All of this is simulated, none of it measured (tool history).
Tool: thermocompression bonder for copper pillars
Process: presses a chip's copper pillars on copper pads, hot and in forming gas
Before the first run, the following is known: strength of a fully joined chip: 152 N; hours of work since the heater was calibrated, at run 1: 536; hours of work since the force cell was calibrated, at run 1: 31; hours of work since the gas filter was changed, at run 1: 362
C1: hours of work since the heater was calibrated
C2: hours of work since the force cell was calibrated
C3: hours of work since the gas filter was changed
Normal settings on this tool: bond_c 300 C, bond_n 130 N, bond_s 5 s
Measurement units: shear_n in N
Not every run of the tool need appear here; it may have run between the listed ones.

{"run": 1, "day": 0.0, "bond_c": 300, "bond_n": 130, "bond_s": 5, "C1": 536, "C2": 31, "C3": 362, "shear_n": 65.5}
{"day": 0.154, "done": "forming gas filter changed"}
{"run": 2, "day": 0.204, "bond_c": 300, "bond_n": 130, "bond_s": 5, "C1": 539, "C2": 34, "C3": 1, "shear_n": 72.5}
{"run": 3, "day": 0.483, "bond_c": 300, "bond_n": 130, "bond_s": 5, "C1": 544, "C2": 38, "C3": 5, "shear_n": 72}
{"run": 4, "day": 0.7, "bond_c": 300, "bond_n": 130, "bond_s": 5, "C1": 547, "C2": 42, "C3": 9, "shear_n": 72.1}
{"run": 5, "day": 1.0, "bond_c": 300, "bond_n": 130, "bond_s": 5, "C1": 552, "C2": 47, "C3": 13, "shear_n": 71.9}
{"run": 6, "day": 1.267, "bond_c": 300, "bond_n": 108, "bond_s": 5, "C1": 556, "C2": 51, "C3": 18, "shear_n": 65.5}
{"run": 7, "day": 1.558, "bond_c": 304, "bond_n": 108, "bond_s": 5, "C1": 561, "C2": 55, "C3": 22, "shear_n": 67.5}
{"run": 8, "day": 1.933, "bond_c": 304, "bond_n": 108, "bond_s": 5, "C1": 567, "C2": 61, "C3": 28, "shear_n": 67.8}
{"run": 9, "day": 2.271, "bond_c": 298, "bond_n": 130, "bond_s": 5, "C1": 572, "C2": 67, "C3": 33, "shear_n": 70.7}
{"run": 10, "day": 2.638, "bond_c": 298, "bond_n": 130, "bond_s": 5, "C1": 578, "C2": 72, "C3": 39, "shear_n": 70.6}
{"run": 11, "day": 2.8, "bond_c": 298, "bond_n": 130, "bond_s": 5, "C1": 580, "C2": 75, "C3": 42, "shear_n": 70.3}
{"run": 12, "day": 2.958, "bond_c": 300, "bond_n": 102, "bond_s": 5, "C1": 583, "C2": 77, "C3": 44, "shear_n": 63.7}
{"run": 13, "day": 3.242, "bond_c": 300, "bond_n": 102, "bond_s": 5, "C1": 587, "C2": 82, "C3": 49, "shear_n": 63.7}
{"run": 14, "day": 3.512, "bond_c": 300, "bond_n": 102, "bond_s": 5, "C1": 592, "C2": 86, "C3": 53, "shear_n": 63.5}
{"run": 15, "day": 3.704, "bond_c": 300, "bond_n": 102, "bond_s": 5, "C1": 595, "C2": 89, "C3": 56, "shear_n": 63.7}
{"run": 16, "day": 3.983, "bond_c": 300, "bond_n": 102, "bond_s": 5, "C1": 599, "C2": 94, "C3": 61, "shear_n": 63.3}
{"run": 17, "day": 4.254, "bond_c": 300, "bond_n": 176, "bond_s": 5, "C1": 603, "C2": 98, "C3": 65, "shear_n": 81.9}
{"run": 18, "day": 4.562, "bond_c": 300, "bond_n": 176, "bond_s": 5, "C1": 608, "C2": 103, "C3": 70, "shear_n": 82.6}
{"run": 19, "day": 4.896, "bond_c": 300, "bond_n": 176, "bond_s": 5, "C1": 613, "C2": 108, "C3": 75, "shear_n": 82.3}
{"run": 20, "day": 5.108, "bond_c": 300, "bond_n": 130, "bond_s": 5, "C1": 617, "C2": 111, "C3": 78, "shear_n": 71.3}
{"run": 21, "day": 5.475, "bond_c": 298, "bond_n": 130, "bond_s": 5, "C1": 623, "C2": 117, "C3": 84, "shear_n": 70.6}
{"run": 22, "day": 5.742, "bond_c": 298, "bond_n": 103, "bond_s": 7, "C1": 627, "C2": 122, "C3": 88, "shear_n": 70.7}
{"run": 23, "day": 5.971, "bond_c": 298, "bond_n": 103, "bond_s": 7, "C1": 630, "C2": 125, "C3": 92, "shear_n": 70.7}
{"run": 24, "day": 6.129, "bond_c": 300, "bond_n": 193, "bond_s": 3, "C1": 633, "C2": 128, "C3": 94, "shear_n": 72.2}
{"run": 25, "day": 6.338, "bond_c": 300, "bond_n": 193, "bond_s": 3, "C1": 636, "C2": 131, "C3": 98, "shear_n": 71.9}
{"run": 26, "day": 6.562, "bond_c": 298, "bond_n": 105, "bond_s": 9, "C1": 640, "C2": 135, "C3": 101, "shear_n": 77.8}
{"run": 27, "day": 6.721, "bond_c": 322, "bond_n": 110, "bond_s": 9, "C1": 642, "C2": 137, "C3": 104, "shear_n": 94.1}
{"run": 28, "day": 6.983, "bond_c": 274, "bond_n": 88, "bond_s": 9, "C1": 646, "C2": 141, "C3": 108, "shear_n": 57.9}
{"run": 29, "day": 7.175, "bond_c": 274, "bond_n": 88, "bond_s": 9, "C1": 649, "C2": 144, "C3": 111, "shear_n": 58}
{"run": 30, "day": 7.35, "bond_c": 323, "bond_n": 125, "bond_s": 5, "C1": 652, "C2": 147, "C3": 114, "shear_n": 82.5}
{"run": 31, "day": 7.638, "bond_c": 294, "bond_n": 96, "bond_s": 7, "C1": 657, "C2": 151, "C3": 118, "shear_n": 66}
{"run": 32, "day": 7.804, "bond_c": 294, "bond_n": 96, "bond_s": 7, "C1": 659, "C2": 154, "C3": 121, "shear_n": 65.6}
{"run": 33, "day": 8.179, "bond_c": 300, "bond_n": 128, "bond_s": 12, "C1": 665, "C2": 160, "C3": 127, "shear_n": 93}
{"run": 34, "day": 8.388, "bond_c": 300, "bond_n": 128, "bond_s": 12, "C1": 669, "C2": 163, "C3": 130, "shear_n": 93.9}
{"run": 35, "day": 8.567, "bond_c": 326, "bond_n": 155, "bond_s": 3, "C1": 671, "C2": 166, "C3": 133, "shear_n": 77.7}
{"run": 36, "day": 8.808, "bond_c": 329, "bond_n": 81, "bond_s": 4, "C1": 675, "C2": 170, "C3": 137, "shear_n": 64.6}
{"run": 37, "day": 9.117, "bond_c": 279, "bond_n": 93, "bond_s": 3, "C1": 680, "C2": 175, "C3": 142, "shear_n": 40.4}
{"run": 38, "day": 9.367, "bond_c": 327, "bond_n": 130, "bond_s": 10, "C1": 684, "C2": 179, "C3": 146, "shear_n": 104.3}
{"run": 39, "day": 9.571, "bond_c": 288, "bond_n": 130, "bond_s": 5, "C1": 687, "C2": 182, "C3": 149, "shear_n": 64.2}
{"run": 40, "day": 9.938, "bond_c": 308, "bond_n": 183, "bond_s": 11, "C1": 693, "C2": 188, "C3": 155, "shear_n": 108.1}
{"run": 41, "day": 10.121, "bond_c": 298, "bond_n": 155, "bond_s": 3, "C1": 696, "C2": 191, "C3": 158, "shear_n": 62.8}

Hidden state at the last listed run before each entry between runs and at the first one after, where it differs:
Between runs 1 and 2: forming gas filter changed (day 0.154)
  oxide that the forming gas leaves, % of the face: 9.9 -> 0.52
  the result without the hidden state subtracted from the measured one, shear_n: -3.1 -> +3.8 N

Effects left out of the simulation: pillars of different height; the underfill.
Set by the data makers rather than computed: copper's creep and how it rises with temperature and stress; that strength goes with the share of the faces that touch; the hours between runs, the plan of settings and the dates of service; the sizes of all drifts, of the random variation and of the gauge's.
